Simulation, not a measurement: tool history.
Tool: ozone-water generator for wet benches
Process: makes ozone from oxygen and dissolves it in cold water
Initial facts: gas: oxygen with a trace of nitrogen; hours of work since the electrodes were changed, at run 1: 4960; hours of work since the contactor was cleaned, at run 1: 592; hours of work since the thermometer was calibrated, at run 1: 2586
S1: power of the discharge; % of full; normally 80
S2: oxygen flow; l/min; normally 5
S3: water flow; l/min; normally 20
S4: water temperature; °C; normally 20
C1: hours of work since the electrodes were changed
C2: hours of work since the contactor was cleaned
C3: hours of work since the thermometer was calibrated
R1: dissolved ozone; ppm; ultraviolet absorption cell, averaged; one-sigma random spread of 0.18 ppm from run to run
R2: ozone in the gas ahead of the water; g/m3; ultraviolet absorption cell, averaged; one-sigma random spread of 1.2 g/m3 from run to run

run	hour	S1	S2	S3	S4	C1	C2	C3	R1	R2
1	0	80	5	20	20	4960	592	2586	21.5	196.8
2	79.1	80	5	15	20	5036	668	2661	25.8	198
3	197.2	80	5	15	20	5149	781	2774	25.8	197.4
4	271.5	80	5	20	20	5220	852	2845	21.2	196.2
5	403	80	5	20	20	5346	977	2971	21.1	195.9
6	519	80	5	20	20	5457	1088	3082	20.9	195.7
7	600.3	60	5	20	20	5534	1166	3159	18.3	170.9
8	689.1	80	5	20	20	5619	1251	3244	21	196
9	807.3	80	5	20	20	5732	1364	3357	20.6	194.2
10	875.8	80	5	20	20	5798	1429	3423	20.8	195.5
11	975.8	80	5	20	20	5893	1525	3518	20.7	193.3
12	1049.8	80	5	20	20	5964	1596	3589	20.7	192.5
# hour 1140.8: water thermometer calibrated
13	1167.9	80	5	20	20	6076	1708	26	20.8	191.5
14	1233	80	5	20	20	6139	1770	88	20.6	192.6
15	1290.7	80	5	20	20	6194	1826	143	20.6	191.3
16	1363.4	71	5	20	20	6263	1895	213	19.3	181.6
17	1420.1	54	4	25	20	6317	1949	267	13.9	175.3
18	1539.9	54	4	25	20	6432	2064	381	13.7	174.5
19	1633.2	54	4	25	20	6521	2153	471	13.7	176.3
# hour 1645: contactor cleaned
20	1764.3	100	5.6	23	14	6643	114	592	21.9	201.4
21	1847.2	100	5.6	23	14	6722	193	671	21.9	201.9
22	1979	100	2.87	16	13	6848	319	797	25.4	265.3
23	2080.7	53	2.87	27	28	6945	416	895	10.5	197.7
24	2169.1	53	2.87	27	28	7030	501	979	10.4	196.4
25	2278.9	53	2.87	27	28	7135	606	1084	10.3	196.2
# hour 2321.4: contactor cleaned, once more
26	2400.7	67	4.69	12	25	7247	76	1197	23.7	178.1
27	2467.6	67	4.69	12	25	7311	140	1261	23.6	178.7
28	2570.4	67	4.69	12	25	7409	238	1359	23.5	176.2
29	2644.3	67	3.33	26	22	7480	309	1429	13.6	203.7
30	2739	67	3.33	26	22	7571	399	1520	13.8	205.3
31	2796.3	80	6.92	12	20	7625	454	1575	27.5	163.8
32	2856.9	80	5	20	13	7683	512	1633	22.2	185.7

Predict each of these 3 candidate next runs independently; none follows another, all start after run 32:
A	2945.3	80	2.9	14	21	7768	596	1717	?	?
B	2945.3	80	6.48	22	15	7768	596	1717	?	?
C	2945.3	80	5.24	20	13	7768	596	1717	?	?

run	R1	R2
A	23.7	231.9
B	21	167.3
C	22.1	183.3
With no hidden state in the tool, these same runs would have given:
run	R1	R2
A	28.3	273.7
B	25	197.3
C	26.4	216.3
